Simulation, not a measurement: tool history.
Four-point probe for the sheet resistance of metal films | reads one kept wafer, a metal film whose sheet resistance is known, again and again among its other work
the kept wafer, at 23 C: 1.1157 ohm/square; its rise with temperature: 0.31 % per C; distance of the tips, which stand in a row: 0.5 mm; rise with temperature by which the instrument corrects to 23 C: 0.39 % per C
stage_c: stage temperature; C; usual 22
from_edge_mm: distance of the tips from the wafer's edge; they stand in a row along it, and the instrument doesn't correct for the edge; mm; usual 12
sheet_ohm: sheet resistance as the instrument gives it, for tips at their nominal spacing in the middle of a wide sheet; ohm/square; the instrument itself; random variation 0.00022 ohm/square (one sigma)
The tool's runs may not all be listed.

Run 1, day 0: usual settings. Result: sheet_ohm 1.116211 ohm/square.
Run 2, day 0.996: usual settings but stage_c 19 C. Result: sheet_ohm 1.119367 ohm/square.
Run 3, day 3.008: usual settings but stage_c 19 C. Result: sheet_ohm 1.119165 ohm/square.
Run 4, day 4.821: usual settings but stage_c 19 C. Result: sheet_ohm 1.119187 ohm/square.
Run 5, day 6.538: usual settings but from_edge_mm 7 mm. Result: sheet_ohm 1.118111 ohm/square.
Run 6, day 7.746: usual settings but from_edge_mm 7 mm. Result: sheet_ohm 1.118245 ohm/square.
Run 7, day 9.267: usual settings. Result: sheet_ohm 1.115497 ohm/square.
Run 8, day 10.629: usual settings. Result: sheet_ohm 1.115809 ohm/square.
Run 9, day 12.333: usual settings. Result: sheet_ohm 1.115595 ohm/square.
Run 10, day 14.517: usual settings. Result: sheet_ohm 1.115147 ohm/square.
Run 11, day 15.608: usual settings but stage_c 19 C. Result: sheet_ohm 1.118019 ohm/square.
Run 12, day 16.746: usual settings but stage_c 19 C. Result: sheet_ohm 1.117875 ohm/square.
Run 13, day 18.408: usual settings. Result: sheet_ohm 1.115507 ohm/square.
Run 14, day 19.812: usual settings but from_edge_mm 5 mm. Result: sheet_ohm 1.119771 ohm/square.
Run 15, day 21.312: usual settings but from_edge_mm 8 mm. Result: sheet_ohm 1.116208 ohm/square.
Run 16, day 23.067: usual settings but from_edge_mm 8 mm. Result: sheet_ohm 1.11596 ohm/square.
Run 17, day 24.083: usual settings but from_edge_mm 22 mm. Result: sheet_ohm 1.114299 ohm/square.
Run 18, day 26.079: usual settings but from_edge_mm 69 mm. Result: sheet_ohm 1.113448 ohm/square.
Run 19, day 28.225: usual settings but from_edge_mm 22 mm. Result: sheet_ohm 1.113702 ohm/square.
Run 20, day 30.242: usual settings. Result: sheet_ohm 1.114101 ohm/square.
Run 21, day 32.65: usual settings. Result: sheet_ohm 1.115521 ohm/square.
Run 22, day 33.708: usual settings but from_edge_mm 5 mm. Result: sheet_ohm 1.120168 ohm/square.
Run 23, day 35.038: usual settings but from_edge_mm 11 mm. Result: sheet_ohm 1.115139 ohm/square.
Run 24, day 36.554: usual settings but stage_c 23 C, from_edge_mm 32 mm. Result: sheet_ohm 1.113346 ohm/square.
Run 25, day 38.725: usual settings but stage_c 23 C, from_edge_mm 32 mm. Result: sheet_ohm 1.112894 ohm/square.
Run 26, day 40.454: usual settings but stage_c 23 C, from_edge_mm 52 mm. Result: sheet_ohm 1.112937 ohm/square.
Run 27, day 41.454: usual settings but stage_c 20 C, from_edge_mm 4 mm. Result: sheet_ohm 1.125033 ohm/square.
Run 28, day 43.846: usual settings but stage_c 24 C, from_edge_mm 4 mm. Result: sheet_ohm 1.12087 ohm/square.
Run 29, day 45.912: usual settings but stage_c 20 C, from_edge_mm 20 mm. Result: sheet_ohm 1.116023 ohm/square.
Run 30, day 47.654: usual settings but stage_c 34 C, from_edge_mm 8 mm. Result: sheet_ohm 1.105508 ohm/square.
Run 31, day 48.733: usual settings but stage_c 25 C, from_edge_mm 19 mm. Result: sheet_ohm 1.111009 ohm/square.
Run 32, day 50.046: usual settings but stage_c 25 C, from_edge_mm 5 mm. Result: sheet_ohm 1.116097 ohm/square.
Run 33, day 51.067: usual settings but stage_c 25 C, from_edge_mm 5 mm. Result: sheet_ohm 1.116235 ohm/square.
Run 34, day 52.808: usual settings but stage_c 30 C, from_edge_mm 35 mm. Result: sheet_ohm 1.106056 ohm/square.
Run 35, day 53.908: usual settings but stage_c 19 C, from_edge_mm 24 mm. Result: sheet_ohm 1.115884 ohm/square.
Run 36, day 55.45: usual settings but stage_c 29 C, from_edge_mm 47 mm. Result: sheet_ohm 1.106408 ohm/square.
Run 37, day 56.646: usual settings but stage_c 27 C, from_edge_mm 64 mm. Result: sheet_ohm 1.108223 ohm/square.
Run 38, day 58.912: usual settings but stage_c 27 C, from_edge_mm 64 mm. Result: sheet_ohm 1.108223 ohm/square.
Run 39, day 61.246: usual settings but stage_c 27 C, from_edge_mm 64 mm. Result: sheet_ohm 1.107837 ohm/square.
Run 40, day 62.912: usual settings but stage_c 27 C, from_edge_mm 64 mm. Result: sheet_ohm 1.108052 ohm/square.
Run 41, day 64.658: usual settings but from_edge_mm 64 mm. Result: sheet_ohm 1.112293 ohm/square.
Run 42, day 66.808: usual settings but from_edge_mm 23 mm. Result: sheet_ohm 1.112639 ohm/square.
Run 43, day 68.592: usual settings but from_edge_mm 23 mm. Result: sheet_ohm 1.111855 ohm/square.

Taken out of this log: 2 entries between the listed runs. Where each belongs, and how the hidden state differs across it:
Between runs 16 and 17: stage's thermometer calibrated (day 23.225)
  inner tips' distance over the nominal, %: -0.157 -> -0.161; wafer's true temperature over the reading, C: -0.25 -> -0.29
  measured less the result without the state, sheet_ohm: -0.00276 -> -0.002933 ohm/square
Between runs 20 and 21: stage's thermometer calibrated, once more (day 31.675)
  inner tips' distance over the nominal, %: -0.19 -> -0.202; tips' flats over new ones', %: 30 -> 31; wafer's true temperature over the reading, C: -0.31 -> 0.02
  measured less the result without the state, sheet_ohm: -0.003338 -> -0.00237 ohm/square

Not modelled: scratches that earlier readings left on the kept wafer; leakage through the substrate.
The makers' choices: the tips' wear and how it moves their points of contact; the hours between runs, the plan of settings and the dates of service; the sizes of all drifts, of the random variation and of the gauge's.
